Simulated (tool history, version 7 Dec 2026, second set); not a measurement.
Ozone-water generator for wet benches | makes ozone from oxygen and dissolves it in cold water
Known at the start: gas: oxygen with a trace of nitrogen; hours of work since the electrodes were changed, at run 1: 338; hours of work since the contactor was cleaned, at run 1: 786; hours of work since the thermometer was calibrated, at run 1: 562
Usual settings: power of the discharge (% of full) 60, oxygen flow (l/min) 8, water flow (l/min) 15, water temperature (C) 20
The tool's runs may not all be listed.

run,day,power of the discharge (% of full),oxygen flow (l/min),water flow (l/min),water temperature (C),hours of work since the electrodes were changed,hours of work since the contactor was cleaned,hours of work since the thermometer was calibrated,dissolved ozone (ppm),ozone in the gas ahead of the water (g/m3)
1,0,60,8,15,20,338,786,562,33.5,206.2
2,0.812,60,8,15,20,351,799,575,33.5,206.3
3,2.292,60,8,15,20,376,824,600,33.3,206.2
4,3.979,60,8,15,20,404,852,628,33.3,205.8
5,5.025,60,8,15,20,421,869,645,33.4,204.3
6,6.317,60,8,15,28,443,890,666,28.4,205.5
7,7.992,60,8,15,26,470,918,694,29.3,204.8
8,9.571,70,8,15,20,496,944,720,38.3,236.4
9,10.433,70,8,15,20,511,959,735,38.8,237.2
10,11.929,60,7.91,15,20,536,983,759,33.7,205.6
11,13.175,83,8,15,20,556,1004,780,44.6,276.5
12,14.046,60,8,15,20,571,1018,794,33.2,205.7
13,15.45,60,8,18,20,594,1042,818,30.5,204.9
14,16.146,60,8,15,20,605,1053,829,33.4,205.6
15,17.142,60,8,15,20,622,1070,846,33,205.2
16,18.229,60,8,15,20,640,1088,864,33.6,205.9
# day 18.525: contactor cleaned
17,19.742,60,8,15,20,662,20,886,33.7,204.3
18,20.6,60,8,15,20,676,34,900,32.9,204.1
19,21.296,60,8,15,27,688,46,912,29,205.1
20,22.562,60,8,15,27,709,67,933,28.7,205.8
21,23.962,60,8,15,27,732,90,956,28.8,204.3
22,25.446,89,6.01,19,14,757,115,981,45.7,327.7
23,26.912,89,6.01,19,14,781,139,1005,46,327.9
# day 27.988: contactor cleaned, once more
24,28.667,89,4.08,19,14,807,11,1031,42.9,384.9
25,29.933,60,8,19,20,828,32,1052,30.2,204.2
26,30.838,60,6.26,16,14,843,47,1067,35.8,225.3
27,31.596,60,6.26,9,13,856,60,1080,49.1,225.3
28,32.346,60,6.26,9,13,868,72,1092,49.5,225.1
29,33.204,54,5.21,15,24,882,86,1106,28.3,220.3
30,33.983,60,5.81,15,20,895,99,1119,33.9,233.6
31,34.992,47,4.99,12,18,912,116,1136,31.2,197.1
32,35.796,60,9.72,14,18,925,129,1149,36,189.6
33,37.204,40,7.43,15,22,949,153,1173,22.3,145.2

Forecast each of these 4 alternatives for the next run:
A,38.042,98,8,15,20,963,167,1186,?,?
B,38.042,99,8,11,20,963,167,1186,?,?
C,38.042,50,7.43,15,22,963,167,1186,?,?
D,38.042,40,10.18,15,22,963,167,1186,?,?

run,dissolved ozone (ppm),ozone in the gas ahead of the water (g/m3)
A,52.4,317.7
B,60.1,321.9
C,27.3,177.9
D,21.9,128.3
Without the tool's hidden state the same runs would have given:
run,dissolved ozone (ppm),ozone in the gas ahead of the water (g/m3)
A,53.1,319.8
B,60.9,324
C,27.5,178.5
D,22.1,128.7
